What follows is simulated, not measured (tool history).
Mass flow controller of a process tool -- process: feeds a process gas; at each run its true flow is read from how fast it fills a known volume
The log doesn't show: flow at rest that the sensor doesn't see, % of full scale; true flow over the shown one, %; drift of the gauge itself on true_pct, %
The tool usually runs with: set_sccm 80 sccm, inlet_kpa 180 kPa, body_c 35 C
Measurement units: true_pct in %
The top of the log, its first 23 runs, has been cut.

run	hour	set_sccm	inlet_kpa	body_c	hours of work since the controller was set to zero	hours of work since the controller was changed	true_pct
24	6888.4	80	152	35	5870	5870	97.67
25	7087.6	80	141	23	6003	6003	98.73
# hour 7114.7: controller's zero set anew
26	7380.8	80	153	23	178	6199	98.88
27	7547.9	23	161	23	290	6311	99.71
# hour 7799.3: controller exchanged for a calibrated one
28	7799.3	23	161	23	0	0	97.98
# hour 7993.5: controller's zero set anew, once more
29	8078.3	80	191	26	57	187	99.27
30	8259.1	14	180	35	178	308	96.75
31	8537.9	42	180	26	365	495	98.2
32	8732.8	42	180	26	495	625	98.1
33	9031.8	42	180	26	696	826	98.13
34	9264.2	35	211	38	852	981	96.67
35	9617.3	18	161	35	1088	1218	97.05
36	9918.2	29	200	35	1290	1420	96.78

Each row is a separate what-if for the run after 36, all from the same tool condition, not one after another. Results?
A	10234	13	180	28	1502	1631	?
B	10234	16	234	22	1502	1631	?
C	10234	75	203	39	1502	1631	?
D	10234	29	167	35	1502	1631	?
E	10234	11	162	33	1502	1631	?

run	true_pct
A	97.9
B	98.01
C	97.58
D	97
E	97.71
Without the tool's hidden state the same runs would have given:
run	true_pct
A	97.15
B	97.52
C	97.95
D	97
E	96.71

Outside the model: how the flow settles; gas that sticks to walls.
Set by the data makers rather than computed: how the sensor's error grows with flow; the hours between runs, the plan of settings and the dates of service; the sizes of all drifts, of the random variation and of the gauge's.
